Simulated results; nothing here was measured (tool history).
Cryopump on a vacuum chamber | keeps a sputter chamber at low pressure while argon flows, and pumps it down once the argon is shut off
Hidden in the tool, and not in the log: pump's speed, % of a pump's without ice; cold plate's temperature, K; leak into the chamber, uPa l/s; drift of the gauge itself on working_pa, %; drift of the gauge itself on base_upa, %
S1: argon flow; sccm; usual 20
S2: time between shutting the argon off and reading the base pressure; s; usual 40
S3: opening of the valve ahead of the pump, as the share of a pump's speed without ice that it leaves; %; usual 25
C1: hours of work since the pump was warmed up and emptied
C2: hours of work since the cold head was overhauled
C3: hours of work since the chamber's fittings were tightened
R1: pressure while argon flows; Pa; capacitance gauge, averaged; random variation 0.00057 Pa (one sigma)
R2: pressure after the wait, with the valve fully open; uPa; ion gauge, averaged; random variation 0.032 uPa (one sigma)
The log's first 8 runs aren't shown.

{"run": 9, "hour": 390.5, "S1": 23, "S2": 40, "S3": 25, "C1": 396, "C2": 1541, "C3": 1669, "R1": 0.0814, "R2": 2.6}
{"run": 10, "hour": 417.4, "S1": 23, "S2": 130, "S3": 25, "C1": 417, "C2": 1562, "C3": 1690, "R1": 0.0805, "R2": 1.54}
{"run": 11, "hour": 449.3, "S1": 23, "S2": 130, "S3": 25, "C1": 441, "C2": 1587, "C3": 1714, "R1": 0.0819, "R2": 1.54}
{"run": 12, "hour": 506.8, "S1": 23, "S2": 130, "S3": 25, "C1": 486, "C2": 1631, "C3": 1759, "R1": 0.0814, "R2": 1.61}
{"run": 13, "hour": 560.8, "S1": 23, "S2": 130, "S3": 25, "C1": 527, "C2": 1673, "C3": 1801, "R1": 0.0818, "R2": 1.65}
{"run": 14, "hour": 587.4, "S1": 20, "S2": 23, "S3": 25, "C1": 548, "C2": 1693, "C3": 1821, "R1": 0.0702, "R2": 3.81}
{"run": 15, "hour": 628.1, "S1": 20, "S2": 40, "S3": 25, "C1": 579, "C2": 1725, "C3": 1853, "R1": 0.0706, "R2": 2.66}
{"run": 16, "hour": 663.1, "S1": 20, "S2": 148, "S3": 25, "C1": 606, "C2": 1752, "C3": 1880, "R1": 0.0716, "R2": 1.66}
{"run": 17, "hour": 721.7, "S1": 20, "S2": 148, "S3": 25, "C1": 652, "C2": 1797, "C3": 1925, "R1": 0.072, "R2": 1.73}
{"run": 18, "hour": 781.2, "S1": 20, "S2": 33, "S3": 23, "C1": 698, "C2": 1843, "C3": 1971, "R1": 0.0785, "R2": 3.17}
{"run": 19, "hour": 816.6, "S1": 21, "S2": 56, "S3": 23, "C1": 725, "C2": 1870, "C3": 1998, "R1": 0.0826, "R2": 2.44}
{"run": 20, "hour": 858.6, "S1": 10, "S2": 40, "S3": 25, "C1": 757, "C2": 1903, "C3": 2030, "R1": 0.0354, "R2": 2.83}
{"run": 21, "hour": 906.8, "S1": 9, "S2": 40, "S3": 25, "C1": 795, "C2": 1940, "C3": 2068, "R1": 0.0319, "R2": 2.83}
{"run": 22, "hour": 948.4, "S1": 9, "S2": 40, "S3": 25, "C1": 827, "C2": 1972, "C3": 2100, "R1": 0.0328, "R2": 2.97}
{"run": 23, "hour": 1002.0, "S1": 37, "S2": 85, "S3": 25, "C1": 868, "C2": 2013, "C3": 2141, "R1": 0.1356, "R2": 2.23}
{"run": 24, "hour": 1047.7, "S1": 20, "S2": 40, "S3": 51, "C1": 903, "C2": 2048, "C3": 2176, "R1": 0.04, "R2": 3.07}
{"run": 25, "hour": 1104.1, "S1": 18, "S2": 103, "S3": 25, "C1": 947, "C2": 2092, "C3": 2220, "R1": 0.0657, "R2": 2.19}
{"run": 26, "hour": 1135.1, "S1": 18, "S2": 103, "S3": 25, "C1": 971, "C2": 2116, "C3": 2244, "R1": 0.0673, "R2": 2.17}
{"run": 27, "hour": 1188.5, "S1": 20, "S2": 288, "S3": 17, "C1": 1012, "C2": 2157, "C3": 2285, "R1": 0.1068, "R2": 1.9}
{"run": 28, "hour": 1230.5, "S1": 20, "S2": 288, "S3": 17, "C1": 1044, "C2": 2190, "C3": 2317, "R1": 0.1072, "R2": 1.97}
{"hour": 1289.5, "done": "pump warmed up, emptied and cooled again"}
{"run": 29, "hour": 1290.0, "S1": 20, "S2": 68, "S3": 29, "C1": 0, "C2": 2232, "C3": 2360, "R1": 0.0595, "R2": 2.13}
{"run": 30, "hour": 1331.0, "S1": 28, "S2": 244, "S3": 31, "C1": 32, "C2": 2263, "C3": 2391, "R1": 0.0792, "R2": 1.53}
{"run": 31, "hour": 1383.6, "S1": 30, "S2": 110, "S3": 25, "C1": 73, "C2": 2304, "C3": 2432, "R1": 0.1034, "R2": 1.88}
{"run": 32, "hour": 1432.9, "S1": 20, "S2": 110, "S3": 25, "C1": 111, "C2": 2342, "C3": 2470, "R1": 0.0699, "R2": 1.92}

Forecast run 33:
{"run": 33, "hour": 1463.4, "S1": 17, "S2": 26, "S3": 32, "C1": 134, "C2": 2365, "C3": 2493, "R1": "?", "R2": "?"}

Run 33 gave R1 0.0465 Pa, R2 3.75 uPa.
Without the tool's hidden state the same run would have given R1 0.0452 Pa, R2 2.51 uPa.
